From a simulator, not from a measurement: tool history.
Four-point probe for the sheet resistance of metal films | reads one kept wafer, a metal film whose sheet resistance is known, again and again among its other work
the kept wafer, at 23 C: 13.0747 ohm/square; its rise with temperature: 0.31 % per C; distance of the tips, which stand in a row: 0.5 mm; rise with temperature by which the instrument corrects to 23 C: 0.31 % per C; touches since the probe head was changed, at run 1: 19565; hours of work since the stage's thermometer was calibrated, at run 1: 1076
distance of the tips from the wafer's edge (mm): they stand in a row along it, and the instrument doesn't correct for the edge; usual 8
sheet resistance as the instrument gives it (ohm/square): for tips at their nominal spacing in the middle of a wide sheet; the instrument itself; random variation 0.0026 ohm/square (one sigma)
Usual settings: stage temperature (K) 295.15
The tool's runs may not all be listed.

run	hour	stage temperature (K)	distance of the tips from the wafer's edge (mm)	touches since the probe head was changed	hours of work since the stage's thermometer was calibrated	sheet resistance as the instrument gives it (ohm/square)
1	0.0	295.15	8	19565	1076	13.097430
2	15.3	295.15	8	20092	1086	13.103320
3	23.6	295.15	8	20376	1092	13.099412
4	36.0	295.15	8	20801	1100	13.101076
5	46.5	295.15	8	21161	1107	13.098264
6	60.5	295.15	8	21643	1116	13.100463
7	75.4	295.15	34	22156	1126	13.078729
8	90.4	295.15	8	22672	1136	13.102581
9	101.0	295.15	7	23036	1144	13.114086
10	113.6	295.15	7	23467	1152	13.108488
11	126.4	305.15	44	23908	1161	13.078324
# hour 127.8: stage's thermometer calibrated
12	135.8	305.15	44	24212	5	13.081032
13	144.8	298.15	6	24524	11	13.130457
14	152.2	301.15	3	24776	16	13.275255
15	160.8	294.15	12	25073	22	13.092934
# hour 165.3: stage's thermometer calibrated, once more
16	175.4	307.15	4	25556	7	13.171783

Forecast each of these 5 alternatives for the next run:
A	190.5	307.15	5	26075	17	?
B	190.5	303.15	8	26075	17	?
C	190.5	307.15	7	26075	17	?
D	190.5	295.15	4	26075	17	?
E	190.5	302.15	23	26075	17	?

run	sheet resistance as the instrument gives it (ohm/square)
A	13.134955
B	13.091692
C	13.097614
D	13.175635
E	13.065769
Without the tool's hidden state the same runs would have given:
run	sheet resistance as the instrument gives it (ohm/square)
A	13.146895
B	13.103618
C	13.109522
D	13.187680
E	13.077678

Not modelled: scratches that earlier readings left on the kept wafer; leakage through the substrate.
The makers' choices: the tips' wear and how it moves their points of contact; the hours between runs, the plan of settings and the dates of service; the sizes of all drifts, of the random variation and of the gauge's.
